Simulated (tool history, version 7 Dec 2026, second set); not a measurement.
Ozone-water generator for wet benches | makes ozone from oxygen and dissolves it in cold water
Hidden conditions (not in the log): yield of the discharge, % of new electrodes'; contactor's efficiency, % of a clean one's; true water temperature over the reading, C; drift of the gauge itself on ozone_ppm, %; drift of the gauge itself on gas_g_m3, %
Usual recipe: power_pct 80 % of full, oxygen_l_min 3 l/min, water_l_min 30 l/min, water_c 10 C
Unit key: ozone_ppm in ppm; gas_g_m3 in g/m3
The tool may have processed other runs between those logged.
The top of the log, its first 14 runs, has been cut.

run,hour,power_pct,oxygen_l_min,water_l_min,water_c,hours of work since the electrodes were changed,hours of work since the contactor was cleaned,hours of work since the thermometer was calibrated,ozone_ppm,gas_g_m3
15,768.5,80,3,30,14,2467,849,3379,9.7,171.8
16,839.9,80,3,30,5,2524,906,3436,10.1,171.4
# hour 845: water thermometer calibrated
17,902.6,54,3,30,17,2573,955,46,7.2,124.5
18,967,97,2.43,35,5,2624,1006,97,9.1,225.2
19,1013.9,43,3,20,10,2662,1044,134,9.4,105.4
20,1063.4,43,3,20,10,2701,1083,173,9.4,104.1
21,1136.8,80,5.14,38,14,2759,1141,231,7.8,125
22,1190.7,80,5.14,38,14,2802,1184,274,8,124.8
23,1236.9,80,5.14,38,14,2839,1221,311,7.9,125.5
# hour 1255.1: water thermometer calibrated, once more
24,1283.6,55,3,44,9,2875,1257,23,4.4,126.1
25,1317.1,55,3,44,9,2902,1284,49,4.5,126.5
26,1379.5,80,3.51,30,6,2951,1333,99,10.4,153.7
27,1431.9,80,3.51,30,6,2993,1375,140,10.3,153.7
28,1479,80,3.51,30,6,3030,1412,178,10.2,153.9
29,1548.6,41,3,30,10,3085,1467,233,5.7,99.6
30,1593.6,80,3,30,12,3121,1503,269,9.6,168.8

4 options for the next run, each taken on its own from the tool as it stands now. Forecast them:
A,1649.9,80,2.16,33,10,3166,1548,313,?,?
B,1649.9,43,3,30,12,3166,1548,313,?,?
C,1649.9,80,2.59,30,12,3166,1548,313,?,?
D,1649.9,55,3,30,9,3166,1548,313,?,?

run,ozone_ppm,gas_g_m3
A,7.8,201.9
B,5.8,101.9
C,9.1,182.6
D,7.1,124.9
Without the tool's unlogged condition, the same runs would have read:
run,ozone_ppm,gas_g_m3
A,9,228
B,6.3,108.9
C,10.5,206.2
D,8,136.5
